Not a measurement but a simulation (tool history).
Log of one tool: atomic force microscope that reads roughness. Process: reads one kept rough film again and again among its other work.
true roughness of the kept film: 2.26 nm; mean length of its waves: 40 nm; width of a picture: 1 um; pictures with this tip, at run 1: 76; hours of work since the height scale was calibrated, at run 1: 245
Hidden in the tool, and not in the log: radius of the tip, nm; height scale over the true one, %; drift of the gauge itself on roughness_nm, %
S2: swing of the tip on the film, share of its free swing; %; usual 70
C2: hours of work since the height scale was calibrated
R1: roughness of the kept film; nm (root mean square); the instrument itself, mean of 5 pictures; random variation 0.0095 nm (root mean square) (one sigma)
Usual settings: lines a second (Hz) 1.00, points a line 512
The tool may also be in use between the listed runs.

{"run": 1, "hour": 0.0, "lines a second (Hz)": 1.0, "S2": 70, "points a line": 512, "pictures with this tip": 76, "C2": 245, "R1": 2.066}
{"run": 2, "hour": 17.8, "lines a second (Hz)": 1.0, "S2": 70, "points a line": 512, "pictures with this tip": 100, "C2": 255, "R1": 2.023}
{"run": 3, "hour": 37.2, "lines a second (Hz)": 1.0, "S2": 85, "points a line": 512, "pictures with this tip": 128, "C2": 265, "R1": 1.963}
{"run": 4, "hour": 47.2, "lines a second (Hz)": 1.0, "S2": 85, "points a line": 512, "pictures with this tip": 142, "C2": 271, "R1": 1.947}
{"run": 5, "hour": 57.2, "lines a second (Hz)": 1.0, "S2": 70, "points a line": 512, "pictures with this tip": 156, "C2": 276, "R1": 1.997}
{"run": 6, "hour": 72.6, "lines a second (Hz)": 1.0, "S2": 70, "points a line": 512, "pictures with this tip": 177, "C2": 284, "R1": 1.967}
{"hour": 93.0, "done": "new tip fitted"}
{"run": 7, "hour": 97.2, "lines a second (Hz)": 1.0, "S2": 70, "points a line": 512, "pictures with this tip": 6, "C2": 297, "R1": 2.141}
{"run": 8, "hour": 119.8, "lines a second (Hz)": 1.0, "S2": 70, "points a line": 512, "pictures with this tip": 37, "C2": 310, "R1": 2.099}
{"run": 9, "hour": 138.0, "lines a second (Hz)": 1.0, "S2": 70, "points a line": 512, "pictures with this tip": 63, "C2": 319, "R1": 2.068}
{"run": 10, "hour": 153.5, "lines a second (Hz)": 1.0, "S2": 75, "points a line": 512, "pictures with this tip": 84, "C2": 328, "R1": 2.052}
{"run": 11, "hour": 173.8, "lines a second (Hz)": 1.0, "S2": 75, "points a line": 512, "pictures with this tip": 113, "C2": 339, "R1": 2.007}
{"run": 12, "hour": 188.9, "lines a second (Hz)": 1.0, "S2": 70, "points a line": 512, "pictures with this tip": 134, "C2": 347, "R1": 2.035}
{"run": 13, "hour": 201.9, "lines a second (Hz)": 1.0, "S2": 70, "points a line": 294, "pictures with this tip": 152, "C2": 354, "R1": 1.997}
{"run": 14, "hour": 221.4, "lines a second (Hz)": 1.0, "S2": 70, "points a line": 512, "pictures with this tip": 179, "C2": 365, "R1": 1.973}
{"run": 15, "hour": 232.7, "lines a second (Hz)": 1.0, "S2": 70, "points a line": 512, "pictures with this tip": 195, "C2": 371, "R1": 1.977}
{"hour": 240.1, "done": "new tip fitted"}
{"run": 16, "hour": 256.5, "lines a second (Hz)": 1.0, "S2": 70, "points a line": 713, "pictures with this tip": 23, "C2": 383, "R1": 2.103}
{"run": 17, "hour": 278.4, "lines a second (Hz)": 1.0, "S2": 84, "points a line": 512, "pictures with this tip": 53, "C2": 395, "R1": 2.025}
{"run": 18, "hour": 302.4, "lines a second (Hz)": 1.0, "S2": 70, "points a line": 512, "pictures with this tip": 87, "C2": 408, "R1": 2.038}
{"run": 19, "hour": 314.4, "lines a second (Hz)": 1.0, "S2": 70, "points a line": 722, "pictures with this tip": 103, "C2": 415, "R1": 2.043}
{"run": 20, "hour": 327.7, "lines a second (Hz)": 1.0, "S2": 70, "points a line": 722, "pictures with this tip": 122, "C2": 422, "R1": 2.033}
{"run": 21, "hour": 343.6, "lines a second (Hz)": 1.0, "S2": 70, "points a line": 722, "pictures with this tip": 144, "C2": 430, "R1": 1.988}
{"run": 22, "hour": 366.8, "lines a second (Hz)": 1.45, "S2": 70, "points a line": 512, "pictures with this tip": 177, "C2": 443, "R1": 1.936}
{"hour": 387.6, "done": "new tip fitted"}
{"run": 23, "hour": 391.9, "lines a second (Hz)": 1.45, "S2": 61, "points a line": 512, "pictures with this tip": 6, "C2": 456, "R1": 2.129}
{"run": 24, "hour": 411.4, "lines a second (Hz)": 1.45, "S2": 61, "points a line": 512, "pictures with this tip": 33, "C2": 467, "R1": 2.092}
{"run": 25, "hour": 424.6, "lines a second (Hz)": 1.0, "S2": 70, "points a line": 512, "pictures with this tip": 52, "C2": 474, "R1": 2.06}
{"run": 26, "hour": 438.2, "lines a second (Hz)": 1.0, "S2": 69, "points a line": 512, "pictures with this tip": 71, "C2": 481, "R1": 2.056}
{"run": 27, "hour": 458.8, "lines a second (Hz)": 2.85, "S2": 59, "points a line": 512, "pictures with this tip": 100, "C2": 493, "R1": 2.02}
{"run": 28, "hour": 473.8, "lines a second (Hz)": 2.85, "S2": 84, "points a line": 316, "pictures with this tip": 121, "C2": 501, "R1": 1.811}
{"run": 29, "hour": 494.1, "lines a second (Hz)": 0.59, "S2": 70, "points a line": 512, "pictures with this tip": 149, "C2": 512, "R1": 2.035}
{"run": 30, "hour": 508.8, "lines a second (Hz)": 0.59, "S2": 70, "points a line": 512, "pictures with this tip": 169, "C2": 520, "R1": 1.994}
{"run": 31, "hour": 532.2, "lines a second (Hz)": 0.59, "S2": 70, "points a line": 512, "pictures with this tip": 202, "C2": 532, "R1": 1.978}
{"hour": 535.8, "done": "new tip fitted"}
{"run": 32, "hour": 544.9, "lines a second (Hz)": 0.59, "S2": 70, "points a line": 512, "pictures with this tip": 13, "C2": 539, "R1": 2.127}
{"run": 33, "hour": 557.9, "lines a second (Hz)": 0.59, "S2": 70, "points a line": 741, "pictures with this tip": 31, "C2": 546, "R1": 2.114}
{"run": 34, "hour": 569.6, "lines a second (Hz)": 1.4, "S2": 81, "points a line": 665, "pictures with this tip": 48, "C2": 552, "R1": 2.013}
{"run": 35, "hour": 592.3, "lines a second (Hz)": 1.0, "S2": 81, "points a line": 512, "pictures with this tip": 79, "C2": 565, "R1": 2.026}
{"run": 36, "hour": 616.3, "lines a second (Hz)": 1.09, "S2": 85, "points a line": 452, "pictures with this tip": 113, "C2": 577, "R1": 1.965}
{"run": 37, "hour": 630.0, "lines a second (Hz)": 1.0, "S2": 73, "points a line": 512, "pictures with this tip": 132, "C2": 585, "R1": 1.981}
{"run": 38, "hour": 648.4, "lines a second (Hz)": 0.54, "S2": 78, "points a line": 512, "pictures with this tip": 158, "C2": 595, "R1": 1.994}
{"run": 39, "hour": 659.9, "lines a second (Hz)": 0.64, "S2": 79, "points a line": 512, "pictures with this tip": 174, "C2": 601, "R1": 1.979}
{"run": 40, "hour": 670.7, "lines a second (Hz)": 1.0, "S2": 69, "points a line": 390, "pictures with this tip": 189, "C2": 607, "R1": 1.927}
{"hour": 682.8, "done": "new tip fitted"}
{"run": 41, "hour": 688.1, "lines a second (Hz)": 1.0, "S2": 69, "points a line": 390, "pictures with this tip": 8, "C2": 616, "R1": 2.098}
{"run": 42, "hour": 705.5, "lines a second (Hz)": 1.0, "S2": 70, "points a line": 455, "pictures with this tip": 32, "C2": 625, "R1": 2.091}
{"run": 43, "hour": 723.4, "lines a second (Hz)": 1.0, "S2": 80, "points a line": 888, "pictures with this tip": 57, "C2": 635, "R1": 2.039}
{"run": 44, "hour": 745.6, "lines a second (Hz)": 1.0, "S2": 80, "points a line": 888, "pictures with this tip": 88, "C2": 647, "R1": 2.011}
{"run": 45, "hour": 757.0, "lines a second (Hz)": 0.77, "S2": 70, "points a line": 512, "pictures with this tip": 104, "C2": 653, "R1": 2.049}
{"run": 46, "hour": 767.7, "lines a second (Hz)": 0.77, "S2": 70, "points a line": 512, "pictures with this tip": 119, "C2": 659, "R1": 2.014}
{"run": 47, "hour": 783.3, "lines a second (Hz)": 1.38, "S2": 70, "points a line": 512, "pictures with this tip": 141, "C2": 668, "R1": 1.962}
{"run": 48, "hour": 796.6, "lines a second (Hz)": 3.72, "S2": 73, "points a line": 308, "pictures with this tip": 159, "C2": 675, "R1": 1.863}
{"run": 49, "hour": 819.0, "lines a second (Hz)": 0.6, "S2": 58, "points a line": 511, "pictures with this tip": 190, "C2": 687, "R1": 1.99}
{"hour": 830.6, "done": "new tip fitted"}
{"run": 50, "hour": 830.8, "lines a second (Hz)": 0.95, "S2": 76, "points a line": 512, "pictures with this tip": 0, "C2": 693, "R1": 2.093}

Measured less the same run without the tool's hidden state. The same run-to-run variation is in both; the gauge's scatter may not be:
run=1 R1=-0.093
run=2 R1=-0.113
run=3 R1=-0.134
run=4 R1=-0.145
run=5 R1=-0.162
run=6 R1=-0.179
run=7 R1=-0.019
run=8 R1=-0.048
run=9 R1=-0.072
run=10 R1=-0.089
run=11 R1=-0.113
run=12 R1=-0.132
run=13 R1=-0.145
run=14 R1=-0.170
run=15 R1=-0.183
run=16 R1=-0.044
run=17 R1=-0.069
run=18 R1=-0.101
run=19 R1=-0.117
run=20 R1=-0.134
run=21 R1=-0.152
run=22 R1=-0.179
run=23 R1=-0.028
run=24 R1=-0.053
run=25 R1=-0.069
run=26 R1=-0.086
run=27 R1=-0.111
run=28 R1=-0.115
run=29 R1=-0.156
run=30 R1=-0.171
run=31 R1=-0.196
run=32 R1=-0.041
run=33 R1=-0.058
run=34 R1=-0.071
run=35 R1=-0.097
run=36 R1=-0.125
run=37 R1=-0.144
run=38 R1=-0.169
run=39 R1=-0.182
run=40 R1=-0.194
run=41 R1=-0.041
run=42 R1=-0.062
run=43 R1=-0.086
run=44 R1=-0.114
run=45 R1=-0.128
run=46 R1=-0.139
run=47 R1=-0.155
run=48 R1=-0.164
run=49 R1=-0.201
run=50 R1=-0.034
